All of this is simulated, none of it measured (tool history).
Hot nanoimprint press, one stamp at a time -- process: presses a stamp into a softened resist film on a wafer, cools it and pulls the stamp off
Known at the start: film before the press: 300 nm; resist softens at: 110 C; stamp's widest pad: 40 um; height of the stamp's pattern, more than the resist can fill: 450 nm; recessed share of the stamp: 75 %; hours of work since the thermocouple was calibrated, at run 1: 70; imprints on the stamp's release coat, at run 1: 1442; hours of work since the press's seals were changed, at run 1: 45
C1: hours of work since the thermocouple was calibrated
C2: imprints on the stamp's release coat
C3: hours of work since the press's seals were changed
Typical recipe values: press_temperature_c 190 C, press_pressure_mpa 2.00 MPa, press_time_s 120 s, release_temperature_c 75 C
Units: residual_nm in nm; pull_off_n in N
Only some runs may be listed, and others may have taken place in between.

Run 1, hour 0.0: usual settings; C1 70; C2 1442; C3 45. Result: residual_nm 130.0 nm, pull_off_n 205 N.
Run 2, hour 23.8: usual settings but release_temperature_c 64 C; C1 88; C2 1546; C3 63. Result: residual_nm 129.8 nm, pull_off_n 255 N.
Run 3, hour 41.5: usual settings but release_temperature_c 64 C; C1 101; C2 1622; C3 76. Result: residual_nm 129.2 nm, pull_off_n 243 N.
Run 4, hour 65.7: usual settings but release_temperature_c 67 C; C1 119; C2 1727; C3 94. Result: residual_nm 129.2 nm, pull_off_n 245 N.
At hour 77.4: stamp cleaned and given a new release coat.
Run 5, hour 88.9: usual settings but release_temperature_c 67 C; C1 132; C2 50; C3 107. Result: residual_nm 128.2 nm, pull_off_n 187 N.
Run 6, hour 100.8: usual settings but release_temperature_c 67 C; C1 141; C2 101; C3 116. Result: residual_nm 129.2 nm, pull_off_n 195 N.
Run 7, hour 121.6: usual settings but press_time_s 96 s, release_temperature_c 67 C; C1 157; C2 192; C3 132. Result: residual_nm 138.1 nm, pull_off_n 194 N.
Run 8, hour 135.1: usual settings; C1 167; C2 250; C3 142. Result: residual_nm 128.4 nm, pull_off_n 172 N.
Run 9, hour 159.3: usual settings but press_pressure_mpa 1.58 MPa; C1 185; C2 355; C3 160. Result: residual_nm 146.4 nm, pull_off_n 177 N.
Run 10, hour 172.2: usual settings but press_pressure_mpa 1.58 MPa; C1 194; C2 411; C3 170. Result: residual_nm 146.7 nm, pull_off_n 179 N.
Run 11, hour 196.5: usual settings; C1 212; C2 516; C3 188. Result: residual_nm 128.3 nm, pull_off_n 182 N.
Run 12, hour 210.7: usual settings; C1 223; C2 578; C3 198. Result: residual_nm 127.7 nm, pull_off_n 174 N.
Run 13, hour 225.4: usual settings but press_time_s 192 s; C1 234; C2 642; C3 209. Result: residual_nm 109.3 nm, pull_off_n 182 N.
Run 14, hour 249.1: usual settings; C1 252; C2 744; C3 227. Result: residual_nm 127.3 nm, pull_off_n 187 N.
Run 15, hour 266.6: usual settings; C1 265; C2 820; C3 240. Result: residual_nm 128.1 nm, pull_off_n 193 N.
Run 16, hour 284.8: usual settings but press_temperature_c 185 C, press_pressure_mpa 2.50 MPa, press_time_s 179 s, release_temperature_c 66 C; C1 279; C2 899; C3 254. Result: residual_nm 112.0 nm, pull_off_n 218 N.
Run 17, hour 308.1: usual settings but press_temperature_c 185 C, press_pressure_mpa 2.50 MPa, press_time_s 179 s, release_temperature_c 66 C; C1 296; C2 1000; C3 271. Result: residual_nm 111.3 nm, pull_off_n 227 N.
At hour 313.4: plate thermocouple calibrated.
Run 18, hour 324.5: usual settings but press_temperature_c 185 C, press_pressure_mpa 2.50 MPa, press_time_s 179 s, release_temperature_c 66 C; C1 8; C2 1058; C3 281. Result: residual_nm 110.0 nm, pull_off_n 222 N.
Run 19, hour 346.1: usual settings but press_temperature_c 185 C, press_pressure_mpa 2.50 MPa, press_time_s 179 s, release_temperature_c 66 C; C1 25; C2 1152; C3 297. Result: residual_nm 109.7 nm, pull_off_n 226 N.
Run 20, hour 359.7: usual settings but press_temperature_c 185 C, press_pressure_mpa 2.50 MPa, press_time_s 179 s, release_temperature_c 66 C; C1 35; C2 1211; C3 308. Result: residual_nm 109.4 nm, pull_off_n 226 N.
Run 21, hour 372.2: usual settings but press_temperature_c 185 C, press_pressure_mpa 1.65 MPa, press_time_s 179 s, release_temperature_c 64 C; C1 44; C2 1265; C3 317. Result: residual_nm 139.0 nm, pull_off_n 239 N.
Run 22, hour 385.0: usual settings but press_temperature_c 182 C; C1 54; C2 1321; C3 326. Result: residual_nm 152.9 nm, pull_off_n 199 N.
Run 23, hour 407.1: usual settings but press_temperature_c 184 C, press_time_s 197 s, release_temperature_c 79 C; C1 70; C2 1416; C3 343. Result: residual_nm 124.1 nm, pull_off_n 194 N.
At hour 420.3: plate thermocouple calibrated, once more.
Run 24, hour 420.6: usual settings but press_temperature_c 183 C, press_time_s 152 s, release_temperature_c 68 C; C1 0; C2 1462; C3 351. Result: residual_nm 146.1 nm, pull_off_n 237 N.
Run 25, hour 433.6: usual settings but press_pressure_mpa 1.28 MPa, press_time_s 172 s, release_temperature_c 79 C; C1 10; C2 1519; C3 361. Result: residual_nm 150.1 nm, pull_off_n 198 N.
Run 26, hour 455.0: usual settings but press_pressure_mpa 2.49 MPa, release_temperature_c 65 C; C1 26; C2 1611; C3 377. Result: residual_nm 115.4 nm, pull_off_n 249 N.
Run 27, hour 479.2: usual settings but press_temperature_c 197 C, press_time_s 167 s; C1 44; C2 1716; C3 395. Result: residual_nm 97.9 nm, pull_off_n 221 N.
At hour 493.6: stamp cleaned and given a new release coat.
Run 28, hour 497.8: usual settings but press_pressure_mpa 1.83 MPa, release_temperature_c 61 C; C1 54; C2 19; C3 404. Result: residual_nm 137.6 nm, pull_off_n 208 N.
Run 29, hour 522.1: usual settings but press_pressure_mpa 1.67 MPa, press_time_s 82 s; C1 72; C2 124; C3 422. Result: residual_nm 162.1 nm, pull_off_n 173 N.

Forecast each of these 5 alternatives for the next run:
Run A, hour 542.1: usual settings but press_pressure_mpa 1.67 MPa, press_time_s 82 s, release_temperature_c 68 C; C1 87; C2 211; C3 437. Result: residual_nm ?, pull_off_n ?.
Run B, hour 542.1: usual settings but press_pressure_mpa 1.38 MPa; C1 87; C2 211; C3 437. Result: residual_nm ?, pull_off_n ?.
Run C, hour 542.1: usual settings but press_temperature_c 181 C, press_pressure_mpa 1.67 MPa, press_time_s 198 s, release_temperature_c 64 C; C1 87; C2 211; C3 437. Result: residual_nm ?, pull_off_n ?.
Run D, hour 542.1: usual settings but press_pressure_mpa 1.67 MPa, press_time_s 115 s; C1 87; C2 211; C3 437. Result: residual_nm ?, pull_off_n ?.
Run E, hour 542.1: usual settings but release_temperature_c 73 C; C1 87; C2 211; C3 437. Result: residual_nm ?, pull_off_n ?.

run  residual_nm  pull_off_n
  A        162.3         195
  B        159.8         178
  C        154.6         203
  D        146.2         176
  E        130.0         177
Stripped of hidden state, with their random variation kept, the same runs would have yielded:
run  residual_nm  pull_off_n
  A        162.0         189
  B        159.7         173
  C        154.4         197
  D        145.9         170
  E        129.5         172
